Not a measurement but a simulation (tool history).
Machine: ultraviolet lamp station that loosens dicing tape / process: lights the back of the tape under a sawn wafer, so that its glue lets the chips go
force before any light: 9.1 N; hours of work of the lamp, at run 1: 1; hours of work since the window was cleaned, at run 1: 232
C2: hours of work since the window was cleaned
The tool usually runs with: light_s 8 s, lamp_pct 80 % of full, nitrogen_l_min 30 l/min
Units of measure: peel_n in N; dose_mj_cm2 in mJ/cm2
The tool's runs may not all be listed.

Run 1, hour 0: usual settings; hours of work of the lamp 1; C2 232. Result: peel_n 0.449 N, dose_mj_cm2 316 mJ/cm2.
Run 2, hour 3.9: usual settings; hours of work of the lamp 3; C2 233. Result: peel_n 0.465 N, dose_mj_cm2 319 mJ/cm2.
Run 3, hour 7.9: usual settings; hours of work of the lamp 5; C2 235. Result: peel_n 0.439 N, dose_mj_cm2 320 mJ/cm2.
At hour 11.4: window cleaned of glue's vapour.
Run 4, hour 12.6: usual settings; hours of work of the lamp 7; C2 1. Result: peel_n 0.373 N, dose_mj_cm2 349 mJ/cm2.
Run 5, hour 20.8: usual settings; hours of work of the lamp 10; C2 4. Result: peel_n 0.389 N, dose_mj_cm2 349 mJ/cm2.
Run 6, hour 26: usual settings; hours of work of the lamp 12; C2 6. Result: peel_n 0.388 N, dose_mj_cm2 351 mJ/cm2.
Run 7, hour 33.7: usual settings but lamp_pct 67 % of full; hours of work of the lamp 16; C2 10. Result: peel_n 0.535 N, dose_mj_cm2 291 mJ/cm2.
Run 8, hour 42: usual settings but light_s 11 s, lamp_pct 92 % of full, nitrogen_l_min 51 l/min; hours of work of the lamp 19; C2 13. Result: peel_n 0.218 N, dose_mj_cm2 548 mJ/cm2.
Run 9, hour 46.2: usual settings but lamp_pct 74 % of full; hours of work of the lamp 21; C2 15. Result: peel_n 0.448 N, dose_mj_cm2 326 mJ/cm2.
Run 10, hour 52.3: usual settings but light_s 5 s, lamp_pct 61 % of full, nitrogen_l_min 46 l/min; hours of work of the lamp 24; C2 18. Result: peel_n 1.31 N, dose_mj_cm2 165 mJ/cm2.
Run 11, hour 58.4: usual settings but light_s 9 s, lamp_pct 61 % of full, nitrogen_l_min 20 l/min; hours of work of the lamp 27; C2 21. Result: peel_n 0.693 N, dose_mj_cm2 299 mJ/cm2.
Run 12, hour 65.7: usual settings but light_s 5 s, lamp_pct 97 % of full, nitrogen_l_min 13 l/min; hours of work of the lamp 30; C2 24. Result: peel_n 1.158 N, dose_mj_cm2 267 mJ/cm2.

Here are 4 independent what-if runs from the current tool condition. What would each one return?
Run A, hour 71.5: usual settings but light_s 5 s, lamp_pct 97 % of full, nitrogen_l_min 13 l/min; hours of work of the lamp 32; C2 26. Result: peel_n ?, dose_mj_cm2 ?.
Run B, hour 71.5: usual settings but light_s 5 s, lamp_pct 82 % of full, nitrogen_l_min 13 l/min; hours of work of the lamp 32; C2 26. Result: peel_n ?, dose_mj_cm2 ?.
Run C, hour 71.5: usual settings but light_s 5 s, lamp_pct 97 % of full, nitrogen_l_min 41 l/min; hours of work of the lamp 32; C2 26. Result: peel_n ?, dose_mj_cm2 ?.
Run D, hour 71.5: usual settings but light_s 4 s, lamp_pct 81 % of full, nitrogen_l_min 18 l/min; hours of work of the lamp 32; C2 26. Result: peel_n ?, dose_mj_cm2 ?.

run  peel_n  dose_mj_cm2
  A   1.197          265
  B   1.627          222
  C   0.549          262
  D   1.817          173
What these runs would have given with no unlogged condition in the tool:
run  peel_n  dose_mj_cm2
  A   1.134          272
  B    1.55          229
  C   0.518          270
  D   1.739          178
